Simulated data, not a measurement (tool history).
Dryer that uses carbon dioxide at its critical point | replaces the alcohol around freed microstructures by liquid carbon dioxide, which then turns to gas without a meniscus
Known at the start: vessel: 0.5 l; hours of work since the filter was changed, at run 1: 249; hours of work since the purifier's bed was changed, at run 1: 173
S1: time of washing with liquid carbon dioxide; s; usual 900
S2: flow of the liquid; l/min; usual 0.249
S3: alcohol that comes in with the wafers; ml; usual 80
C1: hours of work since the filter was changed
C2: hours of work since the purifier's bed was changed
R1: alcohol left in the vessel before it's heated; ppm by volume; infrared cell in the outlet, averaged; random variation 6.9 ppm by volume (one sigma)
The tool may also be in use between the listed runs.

Run 1, day 0.000: usual settings; C1 249; C2 173. Result: R1 603 ppm by volume.
Run 2, day 0.717: usual settings; C1 255; C2 178. Result: R1 605 ppm by volume.
Run 3, day 1.517: usual settings but S2 0.269 l/min; C1 261; C2 185. Result: R1 412 ppm by volume.
Run 4, day 1.896: usual settings but S2 0.269 l/min; C1 264; C2 188. Result: R1 403 ppm by volume.
Run 5, day 2.550: usual settings but S2 0.269 l/min; C1 269; C2 193. Result: R1 431 ppm by volume.
Run 6, day 3.096: usual settings but S3 70 ml; C1 274; C2 197. Result: R1 567 ppm by volume.
Run 7, day 3.867: usual settings but S1 720 s, S3 70 ml; C1 280; C2 203. Result: R1 1691 ppm by volume.
Run 8, day 4.308: usual settings but S1 720 s, S3 70 ml; C1 283; C2 207. Result: R1 1652 ppm by volume.
Run 9, day 5.125: usual settings; C1 290; C2 213. Result: R1 659 ppm by volume.
Run 10, day 5.533: usual settings; C1 293; C2 216. Result: R1 666 ppm by volume.
Run 11, day 6.025: usual settings; C1 297; C2 220. Result: R1 679 ppm by volume.
Run 12, day 6.596: usual settings but S1 840 s, S2 0.246 l/min, S3 77 ml; C1 301; C2 225. Result: R1 968 ppm by volume.
Run 13, day 7.358: usual settings but S1 600 s, S2 0.190 l/min, S3 32 ml; C1 307; C2 231. Result: R1 3983 ppm by volume.
Run 14, day 7.996: usual settings but S1 1200 s; C1 312; C2 236. Result: R1 173 ppm by volume.
Run 15, day 8.871: usual settings but S1 1200 s, S2 0.154 l/min, S3 68 ml; C1 319; C2 243. Result: R1 1653 ppm by volume.
Run 16, day 9.412: usual settings but S2 0.156 l/min, S3 46 ml; C1 323; C2 247. Result: R1 3214 ppm by volume.
Run 17, day 10.033: usual settings but S2 0.156 l/min, S3 46 ml; C1 328; C2 252. Result: R1 3267 ppm by volume.

5 ways to go on from here, each from the tool as it stands after run 17. What would each give?
Run A, day 10.754: usual settings but S3 40 ml; C1 334; C2 257. Result: R1 ?.
Run B, day 10.754: usual settings but S2 0.344 l/min, S3 91 ml; C1 334; C2 257. Result: R1 ?.
Run C, day 10.754: usual settings but S1 1140 s, S2 0.298 l/min, S3 46 ml; C1 334; C2 257. Result: R1 ?.
Run D, day 10.754: usual settings but S1 600 s, S2 0.156 l/min, S3 28 ml; C1 334; C2 257. Result: R1 ?.
Run E, day 10.754: usual settings but S1 600 s, S2 0.156 l/min, S3 46 ml; C1 334; C2 257. Result: R1 ?.

run    R1
  A   396
  B   165
  C   101
  D  6054
  E  9673
Without the tool's hidden state the same runs would have given:
run    R1
  A   163
  B    36
  C     9
  D  4484
  E  7202
